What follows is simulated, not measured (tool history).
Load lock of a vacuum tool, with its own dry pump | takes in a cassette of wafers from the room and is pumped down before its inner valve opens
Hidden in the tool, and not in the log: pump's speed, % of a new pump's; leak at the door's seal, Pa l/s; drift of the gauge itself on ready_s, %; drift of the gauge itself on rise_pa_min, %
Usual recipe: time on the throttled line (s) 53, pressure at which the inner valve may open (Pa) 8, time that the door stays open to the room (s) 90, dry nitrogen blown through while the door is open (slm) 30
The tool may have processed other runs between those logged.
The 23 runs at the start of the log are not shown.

run    hour  time on the throttled line (s)  pressure at which the inner valve may open (Pa)  time that the door stays open to the room (s)  dry nitrogen blown through while the door is open (slm)  hours that the pump has run since its overhaul  times that the door has closed on its seal  incoming humidity of the room's air, %  time from the closed door until the inner valve may open (s)  rise of the pressure with all valves shut (Pa/min)
 24  4947.6                              77                                                8                                             56                                                        4                                           10100                                       35737                                    44.9                                                         159.4                                               0.321
 25  5237.5                              77                                                8                                             56                                                        4                                           10390                                       36557                                    46.2                                                         162.2                                               0.331
 26  5447.3                              77                                                8                                             56                                                        8                                           10600                                       37151                                    46.4                                                         160.3                                               0.340
 27  5605.1                              77                                                8                                             29                                                        8                                           10758                                       37598                                    47.6                                                         161.9                                               0.349
 28  5865.5                              53                                                8                                            176                                                       30                                           11018                                       38334                                    43.7                                                         143.1                                               0.366
 29  6168.8                              53                                                8                                             90                                                       25                                           11322                                       39193                                    46.4                                                         143.9                                               0.360
 30  6441.9                              53                                                8                                            113                                                       30                                           11595                                       39965                                    46.1                                                         144.6                                               0.383
 31  6665.7                              56                                                8                                            225                                                       30                                           11818                                       40598                                    44.7                                                         145.7                                               0.407
 32  6807.8                              53                                                8                                             90                                                       15                                           11961                                       41001                                    46.0                                                         145.0                                               0.408
 33  6977.0                              53                                                8                                             90                                                       15                                           12130                                       41479                                    43.4                                                         144.1                                               0.406

Predict each of these 4 candidate next runs independently; none follows another, all start after run 33:
  A  7145.7                              53                                                8                                            182                                                       30                                           12298                                       41957                                    47.1                                                             ?                                                   ?
  B  7145.7                              52                                                7                                             90                                                       18                                           12298                                       41957                                    48.2                                                             ?                                                   ?
  C  7145.7                              53                                                9                                             90                                                       15                                           12298                                       41957                                    41.9                                                             ?                                                   ?
  D  7145.7                              53                                               15                                             26                                                        5                                           12298                                       41957                                    43.6                                                             ?                                                   ?

run  time from the closed door until the inner valve may open (s)  rise of the pressure with all valves shut (Pa/min)
  A                                                         144.9                                               0.428
  B                                                         145.5                                               0.417
  C                                                         144.1                                               0.415
  D                                                         138.0                                               0.423
Without the tool's hidden state the same runs would have given:
run  time from the closed door until the inner valve may open (s)  rise of the pressure with all valves shut (Pa/min)
  A                                                         136.5                                               0.019
  B                                                         137.0                                               0.014
  C                                                         135.8                                               0.014
  D                                                         130.4                                               0.009
